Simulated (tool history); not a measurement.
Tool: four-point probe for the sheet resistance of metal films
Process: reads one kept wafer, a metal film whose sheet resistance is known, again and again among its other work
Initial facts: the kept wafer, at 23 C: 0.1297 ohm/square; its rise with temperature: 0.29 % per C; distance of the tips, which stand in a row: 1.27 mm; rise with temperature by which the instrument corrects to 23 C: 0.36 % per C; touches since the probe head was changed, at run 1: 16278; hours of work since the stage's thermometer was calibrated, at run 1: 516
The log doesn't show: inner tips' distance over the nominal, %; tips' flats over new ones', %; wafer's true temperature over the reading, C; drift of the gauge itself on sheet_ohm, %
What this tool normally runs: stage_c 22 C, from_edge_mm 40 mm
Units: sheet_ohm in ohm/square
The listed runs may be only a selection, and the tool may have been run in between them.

run	hour	stage_c	from_edge_mm	touches since the probe head was changed	hours of work since the stage's thermometer was calibrated	sheet_ohm
1	0.0	22	40	16278	516	0.129476
2	9.6	22	72	16501	520	0.129389
3	28.3	22	20	16931	528	0.129677
4	49.5	22	20	17421	538	0.129740
5	72.1	22	16	17945	548	0.129840
6	85.5	22	16	18253	554	0.129788
7	97.4	22	16	18530	559	0.129877
8	121.3	22	40	19081	570	0.129477
# hour 123.8: stage's thermometer calibrated
9	136.5	22	40	19421	6	0.129451
10	157.2	26	5	19900	15	0.133391
11	170.4	26	5	20205	21	0.133382
12	191.0	31	12	20680	30	0.129352

Predict the results of run 13:
13	200.6	18	12	20903	34	?

{"run 13": {"sheet_ohm": 0.130567}}
With the hidden condition absent and the run-to-run variation left alone, this run would have shown sheet_ohm 0.130955 ohm/square.
